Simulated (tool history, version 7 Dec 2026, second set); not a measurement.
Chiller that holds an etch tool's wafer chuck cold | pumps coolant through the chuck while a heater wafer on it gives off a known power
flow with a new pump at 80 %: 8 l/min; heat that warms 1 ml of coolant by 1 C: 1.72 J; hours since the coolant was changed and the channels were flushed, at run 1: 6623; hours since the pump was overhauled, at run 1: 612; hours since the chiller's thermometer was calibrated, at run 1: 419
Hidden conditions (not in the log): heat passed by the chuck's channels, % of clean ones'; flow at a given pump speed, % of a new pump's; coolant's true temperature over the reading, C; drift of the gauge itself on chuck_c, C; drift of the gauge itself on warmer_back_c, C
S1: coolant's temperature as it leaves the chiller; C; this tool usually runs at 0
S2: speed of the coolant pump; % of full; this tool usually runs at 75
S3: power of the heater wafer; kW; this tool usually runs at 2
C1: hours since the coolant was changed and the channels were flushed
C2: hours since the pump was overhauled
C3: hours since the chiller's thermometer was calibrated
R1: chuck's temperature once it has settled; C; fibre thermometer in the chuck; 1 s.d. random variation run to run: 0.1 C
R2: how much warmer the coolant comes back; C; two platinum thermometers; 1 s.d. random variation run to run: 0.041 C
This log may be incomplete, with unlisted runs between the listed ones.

{"run": 1, "hour": 0.0, "S1": 0, "S2": 75, "S3": 2, "C1": 6623, "C2": 612, "C3": 419, "R1": 33.2, "R2": 9.33}
{"run": 2, "hour": 20.8, "S1": 0, "S2": 75, "S3": 2, "C1": 6643, "C2": 633, "C3": 439, "R1": 33.3, "R2": 9.45}
{"run": 3, "hour": 43.4, "S1": 0, "S2": 84, "S3": 2, "C1": 6666, "C2": 656, "C3": 462, "R1": 30.3, "R2": 8.34}
{"run": 4, "hour": 67.0, "S1": 0, "S2": 75, "S3": 2, "C1": 6690, "C2": 679, "C3": 486, "R1": 33.3, "R2": 9.38}
{"run": 5, "hour": 86.6, "S1": 4, "S2": 75, "S3": 2, "C1": 6709, "C2": 699, "C3": 505, "R1": 37.5, "R2": 9.39}
{"run": 6, "hour": 114.7, "S1": 4, "S2": 75, "S3": 2, "C1": 6737, "C2": 727, "C3": 533, "R1": 37.6, "R2": 9.31}
{"run": 7, "hour": 138.3, "S1": 0, "S2": 75, "S3": 2, "C1": 6761, "C2": 750, "C3": 557, "R1": 33.2, "R2": 9.35}
{"run": 8, "hour": 172.3, "S1": -9, "S2": 75, "S3": 2, "C1": 6795, "C2": 784, "C3": 591, "R1": 24.5, "R2": 9.38}
{"run": 9, "hour": 189.3, "S1": 0, "S2": 75, "S3": 2, "C1": 6812, "C2": 801, "C3": 608, "R1": 33.4, "R2": 9.44}
{"run": 10, "hour": 206.3, "S1": 0, "S2": 75, "S3": 2, "C1": 6829, "C2": 818, "C3": 625, "R1": 33.5, "R2": 9.35}
{"run": 11, "hour": 234.2, "S1": 0, "S2": 75, "S3": 2, "C1": 6857, "C2": 846, "C3": 653, "R1": 33.6, "R2": 9.46}
{"run": 12, "hour": 269.0, "S1": 0, "S2": 75, "S3": 2, "C1": 6892, "C2": 881, "C3": 688, "R1": 33.7, "R2": 9.39}
{"run": 13, "hour": 293.0, "S1": 0, "S2": 75, "S3": 2, "C1": 6916, "C2": 905, "C3": 712, "R1": 33.5, "R2": 9.38}
{"run": 14, "hour": 316.4, "S1": 0, "S2": 98, "S3": 2, "C1": 6939, "C2": 929, "C3": 735, "R1": 27, "R2": 7.22}
{"run": 15, "hour": 353.0, "S1": 0, "S2": 98, "S3": 2, "C1": 6976, "C2": 965, "C3": 772, "R1": 26.9, "R2": 7.28}
{"run": 16, "hour": 383.5, "S1": 0, "S2": 98, "S3": 2, "C1": 7006, "C2": 996, "C3": 802, "R1": 26.9, "R2": 7.24}
{"run": 17, "hour": 406.3, "S1": 0, "S2": 98, "S3": 2, "C1": 7029, "C2": 1018, "C3": 825, "R1": 27, "R2": 7.23}
{"run": 18, "hour": 430.2, "S1": -9, "S2": 82, "S3": 2, "C1": 7053, "C2": 1042, "C3": 849, "R1": 22.4, "R2": 8.67}
{"run": 19, "hour": 463.0, "S1": -9, "S2": 60, "S3": 1.745, "C1": 7086, "C2": 1075, "C3": 882, "R1": 26.7, "R2": 10.22}
{"run": 20, "hour": 482.7, "S1": -9, "S2": 60, "S3": 1.745, "C1": 7105, "C2": 1095, "C3": 901, "R1": 26.8, "R2": 10.21}
{"run": 21, "hour": 516.8, "S1": 7, "S2": 67, "S3": 1.552, "C1": 7139, "C2": 1129, "C3": 935, "R1": 36, "R2": 8.17}
{"run": 22, "hour": 536.4, "S1": -5, "S2": 86, "S3": 2.444, "C1": 7159, "C2": 1149, "C3": 955, "R1": 31.9, "R2": 10.12}
{"run": 23, "hour": 551.9, "S1": -5, "S2": 86, "S3": 2.444, "C1": 7175, "C2": 1164, "C3": 971, "R1": 32.1, "R2": 10.07}
{"run": 24, "hour": 567.5, "S1": -5, "S2": 86, "S3": 2.444, "C1": 7190, "C2": 1180, "C3": 986, "R1": 32.1, "R2": 10.02}
{"run": 25, "hour": 590.9, "S1": -7, "S2": 68, "S3": 1.276, "C1": 7214, "C2": 1203, "C3": 1010, "R1": 16.6, "R2": 6.63}
{"run": 26, "hour": 615.1, "S1": -7, "S2": 68, "S3": 1.276, "C1": 7238, "C2": 1227, "C3": 1034, "R1": 16.8, "R2": 6.63}
{"run": 27, "hour": 630.6, "S1": 9, "S2": 72, "S3": 1.062, "C1": 7253, "C2": 1243, "C3": 1049, "R1": 27.9, "R2": 5.2}
{"run": 28, "hour": 664.4, "S1": 9, "S2": 75, "S3": 1.222, "C1": 7287, "C2": 1277, "C3": 1083, "R1": 29.9, "R2": 5.83}
{"run": 29, "hour": 700.0, "S1": 9, "S2": 75, "S3": 1.222, "C1": 7323, "C2": 1312, "C3": 1119, "R1": 30, "R2": 5.73}
{"run": 30, "hour": 722.6, "S1": 0, "S2": 70, "S3": 2.361, "C1": 7345, "C2": 1335, "C3": 1141, "R1": 42.8, "R2": 12.04}
{"run": 31, "hour": 759.0, "S1": 0, "S2": 75, "S3": 1.199, "C1": 7382, "C2": 1371, "C3": 1178, "R1": 20.6, "R2": 5.74}

Below, some changes in R1 between adjacent runs. For each, the amount present without the hidden state too (settings, incoming material, random variation) and the amount remaining for the hidden state with gauge scatter not shared by both compared results:
Run 24 -> 25: S1 -5 -> -7, S2 86 -> 68, S3 2.444 -> 1.276. R1 -15.5 C: hidden state -2.4, all else -13.1.
Run 29 -> 30: S1 9 -> 0, S2 75 -> 70, S3 1.222 -> 2.361. R1 +12.8 C: hidden state +3.8, all else +9.
Run 30 -> 31: S2 70 -> 75, S3 2.361 -> 1.199. R1 -22.2 C: hidden state -3.8, all else -18.4.
